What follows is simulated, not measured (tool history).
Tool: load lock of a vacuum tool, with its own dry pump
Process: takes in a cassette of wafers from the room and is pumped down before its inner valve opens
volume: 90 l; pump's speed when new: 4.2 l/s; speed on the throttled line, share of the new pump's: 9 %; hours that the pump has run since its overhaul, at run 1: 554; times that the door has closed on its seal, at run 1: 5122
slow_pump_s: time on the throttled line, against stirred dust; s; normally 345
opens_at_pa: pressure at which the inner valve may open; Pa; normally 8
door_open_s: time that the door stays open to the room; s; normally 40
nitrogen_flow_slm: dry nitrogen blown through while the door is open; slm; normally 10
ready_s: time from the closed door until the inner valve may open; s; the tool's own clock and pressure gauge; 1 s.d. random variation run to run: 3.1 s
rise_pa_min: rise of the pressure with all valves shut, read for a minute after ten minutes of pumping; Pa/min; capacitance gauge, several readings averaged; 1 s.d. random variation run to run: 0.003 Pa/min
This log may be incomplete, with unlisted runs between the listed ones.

run      day  slow_pump_s  opens_at_pa  door_open_s  nitrogen_flow_slm  hours that the pump has run since its overhaul  times that the door has closed on its seal  incoming humidity of the room's air, %  ready_s  rise_pa_min
  1    0.000          345            8           40                 10                                             554                                        5122                                    45.2    518.5        0.042
  2   11.121          345            8           40                 10                                             821                                        5547                                    47.7    518.9        0.045
  3   18.342          345            8           54                 10                                             994                                        5823                                    44.8    517.4        0.047
  4   23.621          345            8          208                 10                                            1121                                        6025                                    44.9    516.9        0.108
  5   33.638          345            8          208                 10                                            1361                                        6408                                    45.2    514.1        0.116
  6   45.812          345            8          208                 10                                            1653                                        6873                                    45.3    518.7        0.122
  7   51.250          345            8          208                 10                                            1784                                        7081                                    44.4    522.1        0.115
  8   58.071          345            8          208                 10                                            1948                                        7342                                    45.9    516.9        0.115
  9   64.404          345            8          208                 10                                            2100                                        7584                                    40.3    516.5        0.104
 10   71.362          345            8           40                 10                                            2267                                        7850                                    43.5    518.7        0.047
 11   79.367          345            8           40                 10                                            2459                                        8156                                    46.4    520.8        0.045
 12   84.554          345            8           40                 10                                            2583                                        8354                                    47.1    517.0        0.043
 13   92.950          345            8           40                 10                                            2785                                        8675                                    47.3    526.1        0.053
 14  100.542          345            8           40                 35                                            2967                                        8965                                    43.3    516.1        0.038
 15  107.517          345            8           40                 35                                            3134                                        9231                                    43.7    519.8        0.032
 16  117.258          345            8           40                 35                                            3368                                        9604                                    42.7    521.9        0.036
 17  124.075          345            8           40                 10                                            3532                                        9864                                    46.0    524.0        0.047
 18  132.833          345            8           40                 10                                            3742                                       10199                                    44.2    521.4        0.044
 19  140.117          624           15           40                 10                                            3917                                       10478                                    47.0    765.2        0.049
 20  147.833          345            8           79                 13                                            4102                                       10773                                    41.4    522.2        0.067
 21  156.925          345            8           79                 13                                            4320                                       11120                                    44.5    527.2        0.065
 22  169.246          345            8           79                 13                                            4616                                       11591                                    43.1    523.2        0.070
 23  178.746          676            6           40                 10                                            4844                                       11954                                    41.6    828.2        0.039
 24  185.379          664            8           65                 13                                            5003                                       12208                                    44.3    821.1        0.059
 25  192.854          664            8           65                 13                                            5183                                       12493                                    43.4    820.0        0.063
 26  204.025          263            6           40                 16                                            5451                                       12920                                    44.0    461.3        0.050
 27  211.212          498           16           40                 16                                            5623                                       13195                                    44.3    642.9        0.050
 28  219.633          379            7          105                 37                                            5825                                       13517                                    46.4    564.8        0.064
 29  230.492          345            9           40                 10                                            6086                                       13932                                    46.6    526.2        0.054
 30  238.592          345            9           40                 10                                            6280                                       14242                                    45.4    525.1        0.051
 31  245.212          345            7          181                 10                                            6439                                       14495                                    44.8    528.1        0.126
 32  255.004          287            7          181                  5                                            6674                                       14869                                    47.6    479.0        0.133
 33  262.192          213            6           26                  5                                            6847                                       15143                                    40.1    419.9        0.051
 34  274.462          213            6           26                  5                                            7141                                       15613                                    46.9    419.7        0.055
 35  284.996          213            6           26                  5                                            7394                                       16015                                    48.5    413.7        0.052
 36  296.175          213            6           26                  5                                            7662                                       16442                                    43.2    422.4        0.052

Measured minus without-hidden-state, run by run (identical run-to-run variation in each term; gauge scatter may differ):
The hidden state here: pump's speed, % of a new pump's; leak at the door's seal, Pa l/s; drift of the gauge itself on ready_s, %; drift of the gauge itself on rise_pa_min, %.
run  ready_s  rise_pa_min
  1     -1.4       +0.005
  2     -1.0       +0.006
  3     -0.7       +0.006
  4     -0.4       +0.007
  5     +0.0       +0.008
  6     +0.6       +0.008
  7     +0.8       +0.008
  8     +1.1       +0.009
  9     +1.3       +0.009
 10     +1.6       +0.009
 11     +2.1       +0.011
 12     +2.2       +0.011
 13     +2.6       +0.012
 14     +2.9       +0.011
 15     +3.2       +0.012
 16     +3.7       +0.012
 17     +4.1       +0.013
 18     +4.5       +0.014
 19     +3.7       +0.014
 20     +5.2       +0.015
 21     +5.7       +0.016
 22     +6.2       +0.017
 23     +5.7       +0.017
 24     +6.3       +0.017
 25     +6.6       +0.018
 26     +9.0       +0.018
 27     +6.8       +0.019
 28     +9.1       +0.020
 29     +9.0       +0.021
 30     +9.3       +0.021
 31    +10.0       +0.023
 32    +10.7       +0.022
 33    +11.8       +0.023
 34    +12.5       +0.024
 35    +12.8       +0.025
 36    +13.7       +0.025
